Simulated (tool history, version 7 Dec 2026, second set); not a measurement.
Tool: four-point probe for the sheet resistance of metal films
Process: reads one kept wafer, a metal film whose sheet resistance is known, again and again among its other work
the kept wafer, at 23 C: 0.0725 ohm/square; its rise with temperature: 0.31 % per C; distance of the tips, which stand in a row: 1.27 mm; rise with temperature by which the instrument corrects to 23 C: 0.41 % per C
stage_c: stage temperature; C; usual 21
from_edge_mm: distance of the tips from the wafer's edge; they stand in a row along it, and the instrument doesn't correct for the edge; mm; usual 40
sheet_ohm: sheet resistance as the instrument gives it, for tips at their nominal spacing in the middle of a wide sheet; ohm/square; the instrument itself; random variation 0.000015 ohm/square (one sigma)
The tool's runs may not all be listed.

Run 1, hour 0: usual settings. Result: sheet_ohm 0.073059 ohm/square.
Run 2, hour 11.7: usual settings. Result: sheet_ohm 0.073034 ohm/square.
Run 3, hour 21.2: usual settings. Result: sheet_ohm 0.073026 ohm/square.
Run 4, hour 32.3: usual settings but from_edge_mm 37 mm. Result: sheet_ohm 0.073077 ohm/square.
Run 5, hour 43.9: usual settings but from_edge_mm 37 mm. Result: sheet_ohm 0.073063 ohm/square.
Run 6, hour 57.5: usual settings but from_edge_mm 26 mm. Result: sheet_ohm 0.0731 ohm/square.
Run 7, hour 67.1: usual settings but stage_c 30 C. Result: sheet_ohm 0.072371 ohm/square.
Run 8, hour 76.6: usual settings but stage_c 30 C. Result: sheet_ohm 0.072427 ohm/square.
Run 9, hour 87.3: usual settings. Result: sheet_ohm 0.073061 ohm/square.
Run 10, hour 104.1: usual settings but from_edge_mm 8 mm. Result: sheet_ohm 0.073982 ohm/square.
Run 11, hour 111.6: usual settings but from_edge_mm 5 mm. Result: sheet_ohm 0.075476 ohm/square.
Run 12, hour 120.6: usual settings but from_edge_mm 54 mm. Result: sheet_ohm 0.073022 ohm/square.
Run 13, hour 136.4: usual settings but from_edge_mm 37 mm. Result: sheet_ohm 0.073049 ohm/square.
Run 14, hour 151.5: usual settings but from_edge_mm 37 mm. Result: sheet_ohm 0.073041 ohm/square.
Run 15, hour 160.2: usual settings but from_edge_mm 37 mm. Result: sheet_ohm 0.073041 ohm/square.
Run 16, hour 173.5: usual settings. Result: sheet_ohm 0.073039 ohm/square.
Run 17, hour 187.4: usual settings. Result: sheet_ohm 0.073026 ohm/square.
Run 18, hour 197: usual settings. Result: sheet_ohm 0.073009 ohm/square.
Run 19, hour 204.9: usual settings. Result: sheet_ohm 0.073014 ohm/square.
Run 20, hour 211.8: usual settings but from_edge_mm 4 mm. Result: sheet_ohm 0.076726 ohm/square.
Run 21, hour 220.4: usual settings but from_edge_mm 4 mm. Result: sheet_ohm 0.076737 ohm/square.
Run 22, hour 227.9: usual settings but from_edge_mm 4 mm. Result: sheet_ohm 0.076706 ohm/square.
Run 23, hour 235.6: usual settings. Result: sheet_ohm 0.073011 ohm/square.
Run 24, hour 243.3: usual settings but stage_c 20 C. Result: sheet_ohm 0.073073 ohm/square.
Run 25, hour 259.6: usual settings but stage_c 20 C. Result: sheet_ohm 0.073063 ohm/square.
Run 26, hour 274.7: usual settings but stage_c 25 C. Result: sheet_ohm 0.072724 ohm/square.
Run 27, hour 283.3: usual settings but stage_c 25 C, from_edge_mm 67 mm. Result: sheet_ohm 0.072708 ohm/square.
Run 28, hour 295.9: usual settings but from_edge_mm 5 mm. Result: sheet_ohm 0.075389 ohm/square.
Run 29, hour 311.4: usual settings but stage_c 24 C, from_edge_mm 5 mm. Result: sheet_ohm 0.075188 ohm/square.
Run 30, hour 328.3: usual settings but stage_c 25 C, from_edge_mm 17 mm. Result: sheet_ohm 0.072882 ohm/square.
Run 31, hour 337.8: usual settings but stage_c 25 C, from_edge_mm 65 mm. Result: sheet_ohm 0.072702 ohm/square.
Run 32, hour 350.4: usual settings but stage_c 25 C, from_edge_mm 65 mm. Result: sheet_ohm 0.072674 ohm/square.
Run 33, hour 359.8: usual settings but stage_c 34 C. Result: sheet_ohm 0.072077 ohm/square.
Run 34, hour 372.4: usual settings but stage_c 27 C, from_edge_mm 37 mm. Result: sheet_ohm 0.072601 ohm/square.
Run 35, hour 382.5: usual settings but stage_c 23 C, from_edge_mm 45 mm. Result: sheet_ohm 0.072833 ohm/square.
Run 36, hour 390.5: usual settings but stage_c 23 C, from_edge_mm 45 mm. Result: sheet_ohm 0.07283 ohm/square.
Run 37, hour 399.3: usual settings but stage_c 26 C, from_edge_mm 47 mm. Result: sheet_ohm 0.072606 ohm/square.
Run 38, hour 410.1: usual settings but stage_c 26 C, from_edge_mm 14 mm. Result: sheet_ohm 0.072903 ohm/square.
Run 39, hour 419.1: usual settings but stage_c 20 C, from_edge_mm 18 mm. Result: sheet_ohm 0.073221 ohm/square.
Run 40, hour 429.5: usual settings but stage_c 19 C, from_edge_mm 4 mm. Result: sheet_ohm 0.076811 ohm/square.
Run 41, hour 442.9: usual settings but from_edge_mm 43 mm. Result: sheet_ohm 0.072988 ohm/square.
Run 42, hour 458.4: usual settings but stage_c 27 C, from_edge_mm 23 mm. Result: sheet_ohm 0.072617 ohm/square.
Run 43, hour 472.4: usual settings but from_edge_mm 7 mm. Result: sheet_ohm 0.074187 ohm/square.
Run 44, hour 480.9: usual settings but from_edge_mm 7 mm. Result: sheet_ohm 0.074204 ohm/square.
Run 45, hour 490.6: usual settings but stage_c 26 C, from_edge_mm 4 mm. Result: sheet_ohm 0.076282 ohm/square.
Run 46, hour 504.3: usual settings but stage_c 26 C, from_edge_mm 4 mm. Result: sheet_ohm 0.0763 ohm/square.

3 ways to go on from here, each from the tool as it stands after run 46. What would each give?
Run A, hour 520.4: usual settings but stage_c 20 C, from_edge_mm 26 mm. Result: sheet_ohm ?.
Run B, hour 520.4: usual settings but stage_c 24 C, from_edge_mm 4 mm. Result: sheet_ohm ?.
Run C, hour 520.4: usual settings but stage_c 26 C, from_edge_mm 25 mm. Result: sheet_ohm ?.

run  sheet_ohm
  A   0.073076
  B   0.076451
  C   0.072671
Without the tool's hidden state the same runs would have given:
run  sheet_ohm
  A   0.072804
  B   0.076167
  C   0.072401

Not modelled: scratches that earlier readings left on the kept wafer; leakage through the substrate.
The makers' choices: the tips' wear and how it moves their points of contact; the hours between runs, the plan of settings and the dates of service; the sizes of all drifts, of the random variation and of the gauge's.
